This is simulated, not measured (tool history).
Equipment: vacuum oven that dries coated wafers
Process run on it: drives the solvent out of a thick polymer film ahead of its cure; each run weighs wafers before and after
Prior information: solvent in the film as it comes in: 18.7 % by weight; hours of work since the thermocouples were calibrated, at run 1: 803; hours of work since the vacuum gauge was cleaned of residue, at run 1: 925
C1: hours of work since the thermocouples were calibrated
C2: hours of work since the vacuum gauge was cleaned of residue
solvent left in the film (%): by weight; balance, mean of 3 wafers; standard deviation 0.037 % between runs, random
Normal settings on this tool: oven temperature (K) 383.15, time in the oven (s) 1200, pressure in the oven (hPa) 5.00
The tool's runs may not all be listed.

run 1 hour=0.0 | oven_temperature_(K)=383.15 time_in_the_oven_(s)=1200 pressure_in_the_oven_(hPa)=5.00 | C1=803 C2=925 | solvent_left_in_the_film_(%)=1.86
run 2 hour=76.3 | oven_temperature_(K)=383.15 time_in_the_oven_(s)=1200 pressure_in_the_oven_(hPa)=5.00 | C1=862 C2=984 | solvent_left_in_the_film_(%)=1.89
run 3 hour=174.9 | oven_temperature_(K)=383.15 time_in_the_oven_(s)=1200 pressure_in_the_oven_(hPa)=5.00 | C1=938 C2=1060 | solvent_left_in_the_film_(%)=1.93
run 4 hour=270.2 | oven_temperature_(K)=376.15 time_in_the_oven_(s)=1200 pressure_in_the_oven_(hPa)=5.00 | C1=1012 C2=1134 | solvent_left_in_the_film_(%)=3.58
run 5 hour=365.1 | oven_temperature_(K)=376.15 time_in_the_oven_(s)=1200 pressure_in_the_oven_(hPa)=5.40 | C1=1085 C2=1207 | solvent_left_in_the_film_(%)=3.56
run 6 hour=452.7 | oven_temperature_(K)=383.15 time_in_the_oven_(s)=1200 pressure_in_the_oven_(hPa)=10.82 | C1=1153 C2=1275 | solvent_left_in_the_film_(%)=2.17
run 7 hour=582.6 | oven_temperature_(K)=383.15 time_in_the_oven_(s)=1920 pressure_in_the_oven_(hPa)=9.27 | C1=1254 C2=1376 | solvent_left_in_the_film_(%)=1.07

What does the tool deliver on the next run?
run 8 hour=676.0 | oven_temperature_(K)=381.15 time_in_the_oven_(s)=1200 pressure_in_the_oven_(hPa)=5.00 | C1=1326 C2=1448 | solvent_left_in_the_film_(%)=?

solvent left in the film (%): 2.43
On a tool with no hidden condition, and with the same random variation, this run would have come out at solvent left in the film (%) 1.90.
